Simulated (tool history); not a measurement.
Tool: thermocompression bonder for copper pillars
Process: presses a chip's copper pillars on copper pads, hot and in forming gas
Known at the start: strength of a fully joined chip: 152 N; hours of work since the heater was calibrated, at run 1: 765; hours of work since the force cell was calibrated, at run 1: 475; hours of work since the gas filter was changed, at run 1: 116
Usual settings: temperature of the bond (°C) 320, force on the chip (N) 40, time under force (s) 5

run    hour  temperature of the bond (°C)  force on the chip (N)  time under force (s)  hours of work since the heater was calibrated  hours of work since the force cell was calibrated  hours of work since the gas filter was changed  force that shears a chip off (N)
  1     0.0                           320                     40                     5                                            765                                                475                                             116                              90.6
  2    46.5                           320                     40                     3                                            789                                                499                                             140                              76.5
       85.7  -- forming gas filter changed
  3   108.7                           320                     40                     3                                            821                                                532                                              12                              78.9
  4   152.8                           320                     40                     3                                            844                                                555                                              35                              78.5
  5   208.3                           320                     40                     5                                            873                                                584                                              64                              90.4
  6   282.9                           340                     40                     5                                            912                                                623                                             103                             100.7
      340.6  -- heater calibrated with a thermocouple chip
  7   368.1                           340                     40                     5                                             14                                                666                                             146                              91.2
      394.6  -- forming gas filter changed
  8   418.5                           320                     40                     5                                             40                                                692                                              12                              86.8
  9   517.9                           320                     40                    11                                             92                                                744                                              64                             106.4
 10   606.7                           320                     40                    11                                            139                                                790                                             111                             103.6
 11   655.3                           320                     40                    11                                            164                                                816                                             136                             103.0
      704.1  -- forming gas filter changed
 12   723.2                           342                     40                     5                                            199                                                851                                              10                              99.8
 13   801.0                           342                     40                     5                                            240                                                892                                              51                              97.8
 14   881.1                           342                     40                     5                                            282                                                933                                              92                              97.1
 15   934.4                           342                     40                     5                                            310                                                961                                             120                              95.6
 16   993.7                           320                     40                     5                                            341                                                992                                             151                              82.8
     1016.1  -- forming gas filter changed
 17  1051.5                           334                     28                     6                                            371                                               1022                                              18                              87.7
 18  1104.7                           334                     28                     8                                            398                                               1050                                              46                              93.6
 19  1169.4                           334                     28                     8                                            432                                               1084                                              80                              92.9
 20  1217.4                           298                     35                     3                                            457                                               1109                                             105                              57.2
 21  1308.6                           322                     27                     9                                            505                                               1156                                             153                              87.1
     1330.2  -- forming gas filter changed
 22  1393.1                           320                     56                     4                                            549                                               1200                                              33                              95.9
     1402.1  -- force cell calibrated
 23  1449.9                           347                     56                     3                                            578                                                 25                                              62                             103.5
 24  1538.8                           347                     56                     3                                            624                                                 71                                             108                             100.9
 25  1632.0                           347                     56                     3                                            673                                                120                                             157                              98.8
     1640.7  -- forming gas filter changed
 26  1682.5                           297                     40                    10                                            699                                                146                                              22                              98.1
 27  1756.6                           305                     28                    12                                            737                                                185                                              61                              93.0
 28  1821.3                           319                     40                     4                                            771                                                219                                              94                              83.4
 29  1884.7                           312                     26                     7                                            804                                                252                                             127                              77.6
     1953.3  -- forming gas filter changed
 30  1978.5                           320                     48                     5                                            853                                                301                                              13                             100.9
 31  2079.4                           320                     48                     5                                            906                                                353                                              66                              98.2
     2152.0  -- heater calibrated with a thermocouple chip
 32  2152.0                           313                     58                    14                                              0                                                390                                             103                             119.4

Forecast each of these 3 alternatives for the next run:
  A  2251.8                           324                     58                     6                                             52                                                442                                             155                                 ?
  B  2251.8                           317                     40                     3                                             52                                                442                                             155                                 ?
  C  2251.8                           319                     58                    14                                             52                                                442                                             155                                 ?

run  force that shears a chip off (N)
  A                             101.9
  B                              67.6
  C                             118.8
Without the tool's hidden state the same runs would have given:
run  force that shears a chip off (N)
  A                             110.2
  B                              73.3
  C                             128.2
